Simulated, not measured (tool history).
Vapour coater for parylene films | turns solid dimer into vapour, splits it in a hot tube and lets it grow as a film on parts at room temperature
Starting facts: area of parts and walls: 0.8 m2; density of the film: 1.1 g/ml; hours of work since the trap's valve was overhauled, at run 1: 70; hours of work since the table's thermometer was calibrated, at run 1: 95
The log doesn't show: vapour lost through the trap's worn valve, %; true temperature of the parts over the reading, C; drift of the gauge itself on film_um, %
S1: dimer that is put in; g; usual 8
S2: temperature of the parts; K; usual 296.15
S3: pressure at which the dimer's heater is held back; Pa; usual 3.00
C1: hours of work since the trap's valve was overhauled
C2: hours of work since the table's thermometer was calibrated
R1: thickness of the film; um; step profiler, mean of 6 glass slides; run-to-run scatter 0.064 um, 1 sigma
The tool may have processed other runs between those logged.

| run | day | S1 | S2 | S3 | C1 | C2 | R1 |
|---|---|---|---|---|---|---|---|
| 1 | 0.000 | 8 | 296.15 | 3.00 | 70 | 95 | 7.30 |
| 2 | 1.496 | 8 | 296.15 | 3.00 | 86 | 110 | 7.22 |
| 3 | 2.542 | 8 | 296.15 | 3.00 | 96 | 121 | 7.22 |
| 4 | 3.942 | 8 | 296.15 | 3.00 | 111 | 136 | 7.16 |
| 5 | 5.308 | 8 | 296.15 | 3.00 | 125 | 150 | 7.11 |
| 6 | 6.250 | 8 | 296.15 | 3.00 | 135 | 159 | 7.11 |
| 7 | 6.896 | 8 | 296.15 | 3.00 | 141 | 166 | 6.96 |
| 8 | 7.742 | 8 | 296.15 | 3.00 | 150 | 175 | 6.93 |
| 9 | 8.454 | 8 | 305.15 | 3.00 | 158 | 182 | 5.42 |
| 10 | 9.129 | 8 | 305.15 | 3.00 | 165 | 189 | 5.40 |
| 11 | 10.367 | 6 | 296.15 | 3.00 | 177 | 202 | 5.19 |
| 12 | 11.312 | 8 | 296.15 | 3.00 | 187 | 212 | 6.82 |
| 13 | 12.325 | 8 | 296.15 | 3.00 | 198 | 222 | 6.78 |
| 14 | 13.254 | 8 | 296.15 | 3.00 | 207 | 232 | 6.75 |
|  | 14.346 | trap's valve overhauled |
| 15 | 14.621 | 8 | 296.15 | 3.00 | 3 | 244 | 7.59 |
| 16 | 15.950 | 8 | 296.15 | 3.00 | 17 | 258 | 7.53 |
| 17 | 16.788 | 8 | 296.15 | 3.00 | 25 | 267 | 7.48 |
| 18 | 18.121 | 8 | 300.15 | 3.00 | 39 | 280 | 6.61 |
| 19 | 19.179 | 8 | 299.15 | 3.00 | 50 | 291 | 6.87 |
| 20 | 20.129 | 8 | 299.15 | 3.00 | 60 | 301 | 6.65 |
| 21 | 20.925 | 8 | 299.15 | 3.00 | 68 | 309 | 6.78 |
| 22 | 21.567 | 8 | 299.15 | 3.00 | 75 | 316 | 6.70 |
| 23 | 22.450 | 8 | 299.15 | 3.00 | 84 | 325 | 6.75 |
| 24 | 23.617 | 8 | 299.15 | 3.00 | 96 | 337 | 6.61 |
| 25 | 24.496 | 8 | 296.15 | 3.08 | 105 | 346 | 7.12 |
| 26 | 25.212 | 13 | 306.15 | 3.08 | 112 | 354 | 8.84 |
| 27 | 26.300 | 13 | 306.15 | 3.08 | 124 | 365 | 8.58 |
| 28 | 27.246 | 13 | 306.15 | 3.08 | 133 | 375 | 8.58 |
| 29 | 28.308 | 13 | 306.15 | 4.28 | 144 | 386 | 8.23 |
| 30 | 29.604 | 5 | 296.15 | 3.00 | 158 | 399 | 4.33 |
| 31 | 30.296 | 14 | 296.15 | 3.00 | 165 | 406 | 12.08 |
| 32 | 31.054 | 10 | 303.15 | 5.22 | 173 | 414 | 6.60 |
| 33 | 32.283 | 10 | 303.15 | 5.22 | 185 | 427 | 6.60 |

Run 34 comes next. What will it give?
| 34 | 33.196 | 5 | 300.15 | 5.68 | 195 | 436 | ? |

R1: 3.52 um
Were there no unlogged condition in the tool, this run, its random variation unchanged, would have produced R1 3.95 um.
